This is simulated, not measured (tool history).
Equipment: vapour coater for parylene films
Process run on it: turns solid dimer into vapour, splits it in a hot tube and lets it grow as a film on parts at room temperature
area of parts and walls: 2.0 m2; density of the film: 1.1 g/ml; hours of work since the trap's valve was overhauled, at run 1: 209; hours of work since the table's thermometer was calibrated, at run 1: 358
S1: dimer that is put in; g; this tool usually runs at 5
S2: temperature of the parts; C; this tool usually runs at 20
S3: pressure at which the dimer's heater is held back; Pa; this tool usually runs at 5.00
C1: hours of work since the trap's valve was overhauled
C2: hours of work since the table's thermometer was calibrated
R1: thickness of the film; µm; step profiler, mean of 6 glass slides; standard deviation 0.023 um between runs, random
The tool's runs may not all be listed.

{"run": 1, "hour": 0.0, "S1": 5, "S2": 20, "S3": 5.0, "C1": 209, "C2": 358, "R1": 1.37}
{"run": 2, "hour": 12.8, "S1": 5, "S2": 20, "S3": 5.0, "C1": 215, "C2": 364, "R1": 1.4}
{"run": 3, "hour": 25.9, "S1": 5, "S2": 20, "S3": 5.0, "C1": 221, "C2": 370, "R1": 1.37}
{"run": 4, "hour": 38.2, "S1": 5, "S2": 20, "S3": 5.0, "C1": 226, "C2": 375, "R1": 1.38}
{"hour": 43.9, "done": "trap's valve overhauled"}
{"run": 5, "hour": 57.4, "S1": 5, "S2": 20, "S3": 2.83, "C1": 6, "C2": 382, "R1": 1.56}
{"run": 6, "hour": 79.4, "S1": 5, "S2": 20, "S3": 2.83, "C1": 16, "C2": 391, "R1": 1.56}
{"run": 7, "hour": 92.1, "S1": 5, "S2": 20, "S3": 5.0, "C1": 21, "C2": 397, "R1": 1.42}
{"run": 8, "hour": 111.2, "S1": 5, "S2": 20, "S3": 5.0, "C1": 30, "C2": 406, "R1": 1.38}
{"run": 9, "hour": 123.3, "S1": 5, "S2": 20, "S3": 4.81, "C1": 35, "C2": 411, "R1": 1.42}
{"run": 10, "hour": 134.2, "S1": 5, "S2": 20, "S3": 4.81, "C1": 40, "C2": 416, "R1": 1.41}
{"run": 11, "hour": 152.7, "S1": 5, "S2": 20, "S3": 11.22, "C1": 48, "C2": 424, "R1": 1.18}
{"run": 12, "hour": 162.4, "S1": 3, "S2": 20, "S3": 11.22, "C1": 53, "C2": 428, "R1": 0.71}
{"run": 13, "hour": 180.3, "S1": 3, "S2": 20, "S3": 11.22, "C1": 61, "C2": 436, "R1": 0.71}
{"run": 14, "hour": 197.5, "S1": 3, "S2": 20, "S3": 11.22, "C1": 68, "C2": 444, "R1": 0.7}
{"run": 15, "hour": 212.4, "S1": 3, "S2": 13, "S3": 11.22, "C1": 75, "C2": 450, "R1": 0.93}
{"run": 16, "hour": 233.2, "S1": 3, "S2": 13, "S3": 11.22, "C1": 84, "C2": 460, "R1": 0.9}
{"run": 17, "hour": 249.9, "S1": 3, "S2": 13, "S3": 11.22, "C1": 91, "C2": 467, "R1": 0.92}

Run 18 is up next; what results do you expect?
{"run": 18, "hour": 270.1, "S1": 3, "S2": 14, "S3": 4.01, "C1": 100, "C2": 476, "R1": "?"}

R1: 1.07 µm
Without the tool's hidden state the same run would have given R1 1.08 µm.
